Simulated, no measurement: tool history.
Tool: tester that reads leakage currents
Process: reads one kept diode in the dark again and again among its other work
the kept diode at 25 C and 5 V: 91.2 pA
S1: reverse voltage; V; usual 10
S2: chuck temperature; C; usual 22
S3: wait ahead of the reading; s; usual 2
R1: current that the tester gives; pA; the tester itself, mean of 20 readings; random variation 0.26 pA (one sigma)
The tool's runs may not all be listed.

run,day,S1,S2,S3,R1
1,0,10,22,2,86.9
2,5.512,10,22,2,87.05
3,11.033,10,22,2.45,86.65
4,15.567,10,22,2.45,86.65
5,23.375,10,22,2.45,86.72
6,30.662,3.6,22,2,61.91
7,35.079,3.6,22,2,61.74
8,41.508,3.6,22,2,61.81
9,48.979,3.6,22,2,61.85
10,59.275,6.9,22,2,76.43
11,69.767,10,22,3.73,86.67
12,76.275,10,37,2,350.01
13,85.712,10,37,2,349.19
14,93.846,10,37,2,348.98
15,98.517,10,37,2,350.1
# day 99.625: tester calibrated
# day 103.288: chuck's temperature calibrated
16,104.2,10,37,2,348.31
17,109.283,10,22,2,86.87
18,116.633,10,22,2,87.2
19,125.925,13.1,22,2,94.7
20,132.071,13.1,33,2,266.28
21,136.8,13.1,33,2,265.36
22,143.692,3.2,22,2,59.23
23,151.512,2.8,45,2.19,460.24
# day 160.333: probe card cleaned and baked
24,160.4,2.8,45,0.87,461.1
25,165.704,10,23,8.84,94.55
26,172.079,2,39,7.12,246.39
27,178.012,4.2,58,5.5,1505.71
28,186.829,4.2,58,5.5,1506.15
29,191.271,11,22,2,89.37
30,197.146,6.7,22,1.82,75.53
31,203.688,1.8,22,1.82,49.28
32,213.033,1.8,22,1.82,49.12
33,221.892,10,37,0.91,349.92
34,228.846,19.5,34,0.37,341.96
35,235.921,10,22,3.55,86.1
36,243.675,10,22,3.55,86.25
37,249.383,10,22,3.55,86.54
38,255.283,10,48,0.82,894.43
39,263.625,10.8,23,0.64,100.44
40,272.871,10.8,23,0.4,102.88

3 ways to go on from here, each from the tool as it stands after run 40. What would each give?
# day 280.375: chuck's temperature calibrated
A,283.317,5.2,22,0.91,?
# day 280.375: chuck's temperature calibrated
B,283.317,13.7,56,0.71,?
# day 280.375: chuck's temperature calibrated
C,283.317,1.9,41,1.24,?

run,R1
A,70.64
B,1896.79
C,288.45
Without the tool's hidden state the same runs would have given:
run,R1
A,70.63
B,1896.75
C,288.44

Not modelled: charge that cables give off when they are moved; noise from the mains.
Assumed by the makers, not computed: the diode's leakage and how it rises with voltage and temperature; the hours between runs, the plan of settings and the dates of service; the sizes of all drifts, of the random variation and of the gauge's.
